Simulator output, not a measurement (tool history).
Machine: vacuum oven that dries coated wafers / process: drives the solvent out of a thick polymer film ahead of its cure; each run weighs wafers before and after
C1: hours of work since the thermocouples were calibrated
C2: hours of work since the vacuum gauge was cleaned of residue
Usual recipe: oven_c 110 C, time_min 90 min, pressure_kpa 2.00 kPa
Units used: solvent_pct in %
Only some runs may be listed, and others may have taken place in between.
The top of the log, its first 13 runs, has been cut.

-- day=21.379 oven's thermocouples calibrated
run 14 day=21.379 | oven_c=110 time_min=90 pressure_kpa=2.00 | C1=0 C2=909 | solvent_pct=1.90
run 15 day=22.904 | oven_c=110 time_min=90 pressure_kpa=2.00 | C1=19 C2=928 | solvent_pct=1.86
run 16 day=25.025 | oven_c=110 time_min=90 pressure_kpa=2.00 | C1=45 C2=954 | solvent_pct=1.87
run 17 day=26.383 | oven_c=110 time_min=83 pressure_kpa=2.69 | C1=62 C2=971 | solvent_pct=2.47
run 18 day=27.946 | oven_c=114 time_min=50 pressure_kpa=1.41 | C1=82 C2=991 | solvent_pct=3.18
run 19 day=29.046 | oven_c=114 time_min=50 pressure_kpa=1.41 | C1=95 C2=1004 | solvent_pct=3.23
run 20 day=30.442 | oven_c=121 time_min=140 pressure_kpa=1.44 | C1=113 C2=1022 | solvent_pct=0.60
run 21 day=32.179 | oven_c=117 time_min=140 pressure_kpa=1.90 | C1=134 C2=1043 | solvent_pct=0.90
run 22 day=33.683 | oven_c=110 time_min=108 pressure_kpa=7.75 | C1=153 C2=1062 | solvent_pct=4.27
run 23 day=35.767 | oven_c=110 time_min=79 pressure_kpa=7.75 | C1=179 C2=1088 | solvent_pct=4.86
run 24 day=37.479 | oven_c=105 time_min=68 pressure_kpa=2.74 | C1=200 C2=1109 | solvent_pct=4.41
run 25 day=39.288 | oven_c=110 time_min=88 pressure_kpa=2.00 | C1=223 C2=1132 | solvent_pct=2.05
run 26 day=40.654 | oven_c=114 time_min=71 pressure_kpa=2.00 | C1=240 C2=1149 | solvent_pct=1.99
run 27 day=41.992 | oven_c=101 time_min=71 pressure_kpa=2.00 | C1=256 C2=1165 | solvent_pct=4.87
run 28 day=44.412 | oven_c=110 time_min=98 pressure_kpa=2.37 | C1=286 C2=1195 | solvent_pct=1.96
run 29 day=45.900 | oven_c=99 time_min=74 pressure_kpa=1.44 | C1=305 C2=1214 | solvent_pct=5.00
run 30 day=47.062 | oven_c=99 time_min=74 pressure_kpa=1.44 | C1=319 C2=1228 | solvent_pct=5.01
run 31 day=48.146 | oven_c=109 time_min=161 pressure_kpa=2.00 | C1=333 C2=1242 | solvent_pct=1.23
run 32 day=49.738 | oven_c=99 time_min=90 pressure_kpa=2.00 | C1=353 C2=1262 | solvent_pct=4.26

5 options for the next run, each taken on its own from the tool as it stands now. Forecast them:
run A day=51.008 | oven_c=103 time_min=90 pressure_kpa=1.43 | C1=369 C2=1277 | solvent_pct=?
run B day=51.008 | oven_c=99 time_min=64 pressure_kpa=2.00 | C1=369 C2=1277 | solvent_pct=?
run C day=51.008 | oven_c=95 time_min=123 pressure_kpa=1.72 | C1=369 C2=1277 | solvent_pct=?
run D day=51.008 | oven_c=99 time_min=58 pressure_kpa=2.00 | C1=369 C2=1277 | solvent_pct=?
run E day=51.008 | oven_c=114 time_min=48 pressure_kpa=3.74 | C1=369 C2=1277 | solvent_pct=?

run=A solvent_pct=3.00
run=B solvent_pct=6.18
run=C solvent_pct=3.65
run=D solvent_pct=6.74
run=E solvent_pct=4.40
Take away the tool's hidden state, keep each run's random variation, and the runs would have read:
run=A solvent_pct=2.64
run=B solvent_pct=5.76
run=C solvent_pct=3.22
run=D solvent_pct=6.32
run=E solvent_pct=4.08
